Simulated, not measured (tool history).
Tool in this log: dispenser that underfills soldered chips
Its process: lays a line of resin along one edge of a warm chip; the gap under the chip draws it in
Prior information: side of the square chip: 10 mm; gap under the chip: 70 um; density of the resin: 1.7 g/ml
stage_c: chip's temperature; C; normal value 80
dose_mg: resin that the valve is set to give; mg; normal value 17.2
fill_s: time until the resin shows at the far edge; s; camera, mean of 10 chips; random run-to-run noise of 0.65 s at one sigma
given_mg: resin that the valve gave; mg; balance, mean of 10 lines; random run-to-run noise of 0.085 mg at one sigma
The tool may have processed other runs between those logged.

run 1 day=0.000 | stage_c=80 dose_mg=17.2 | fill_s=85.0 given_mg=16.66
run 2 day=0.204 | stage_c=80 dose_mg=17.2 | fill_s=115.4 given_mg=16.64
-- day=0.258 new syringe of resin
run 3 day=0.417 | stage_c=80 dose_mg=17.2 | fill_s=74.3 given_mg=16.48
run 4 day=0.538 | stage_c=80 dose_mg=17.2 | fill_s=88.1 given_mg=16.54
run 5 day=0.712 | stage_c=80 dose_mg=17.2 | fill_s=115.5 given_mg=16.29
-- day=0.779 new syringe of resin
run 6 day=0.879 | stage_c=80 dose_mg=17.2 | fill_s=66.7 given_mg=16.35
run 7 day=1.017 | stage_c=80 dose_mg=17.2 | fill_s=82.0 given_mg=16.41
run 8 day=1.171 | stage_c=80 dose_mg=17.2 | fill_s=103.1 given_mg=16.36
-- day=1.296 new syringe of resin
run 9 day=1.400 | stage_c=80 dose_mg=17.2 | fill_s=66.1 given_mg=16.20
run 10 day=1.575 | stage_c=66 dose_mg=17.2 | fill_s=184.3 given_mg=16.33
run 11 day=1.688 | stage_c=66 dose_mg=17.2 | fill_s=219.2 given_mg=16.27
-- day=1.812 new syringe of resin
run 12 day=1.842 | stage_c=66 dose_mg=17.2 | fill_s=124.7 given_mg=16.22
run 13 day=1.971 | stage_c=80 dose_mg=17.2 | fill_s=71.5 given_mg=16.07
run 14 day=2.183 | stage_c=80 dose_mg=17.2 | fill_s=99.8 given_mg=16.19
-- day=2.333 new syringe of resin
run 15 day=2.412 | stage_c=80 dose_mg=17.2 | fill_s=63.3 given_mg=15.98
run 16 day=2.617 | stage_c=74 dose_mg=15.4 | fill_s=121.7 given_mg=14.24
run 17 day=2.762 | stage_c=74 dose_mg=15.4 | fill_s=153.2 given_mg=14.29
-- day=2.854 new syringe of resin
run 18 day=2.992 | stage_c=82 dose_mg=17.2 | fill_s=65.6 given_mg=16.02
run 19 day=3.112 | stage_c=90 dose_mg=22.4 | fill_s=50.2 given_mg=20.60
run 20 day=3.312 | stage_c=80 dose_mg=16.2 | fill_s=119.7 given_mg=14.99
-- day=3.379 new syringe of resin
run 21 day=3.550 | stage_c=68 dose_mg=16.4 | fill_s=142.7 given_mg=15.00
run 22 day=3.775 | stage_c=83 dose_mg=16.4 | fill_s=92.7 given_mg=15.06
-- day=3.904 new syringe of resin
run 23 day=3.958 | stage_c=83 dose_mg=16.4 | fill_s=54.3 given_mg=14.89
run 24 day=4.175 | stage_c=83 dose_mg=16.4 | fill_s=77.1 given_mg=14.83
run 25 day=4.308 | stage_c=88 dose_mg=14.9 | fill_s=76.7 given_mg=13.34
-- day=4.429 new syringe of resin
run 26 day=4.504 | stage_c=88 dose_mg=14.9 | fill_s=45.4 given_mg=13.36
run 27 day=4.704 | stage_c=93 dose_mg=20.2 | fill_s=45.2 given_mg=18.09
run 28 day=4.921 | stage_c=93 dose_mg=20.2 | fill_s=61.9 given_mg=18.12
-- day=4.950 new syringe of resin
run 29 day=5.125 | stage_c=93 dose_mg=17.2 | fill_s=39.7 given_mg=15.35

Branching from run 29: 4 alternative next runs. What would each branch give?
run A day=5.300 | stage_c=81 dose_mg=22.4 | fill_s=? given_mg=?
run B day=5.300 | stage_c=88 dose_mg=15.4 | fill_s=? given_mg=?
run C day=5.300 | stage_c=91 dose_mg=18.4 | fill_s=? given_mg=?
run D day=5.300 | stage_c=75 dose_mg=15.1 | fill_s=? given_mg=?

run=A fill_s=90.1 given_mg=19.91
run=B fill_s=70.2 given_mg=13.57
run=C fill_s=57.6 given_mg=16.35
run=D fill_s=136.7 given_mg=13.35
Stripped of hidden state, with their random variation kept, the same runs would have yielded:
run=A fill_s=53.4 given_mg=22.45
run=B fill_s=40.0 given_mg=15.30
run=C fill_s=33.6 given_mg=18.43
run=D fill_s=77.7 given_mg=15.05
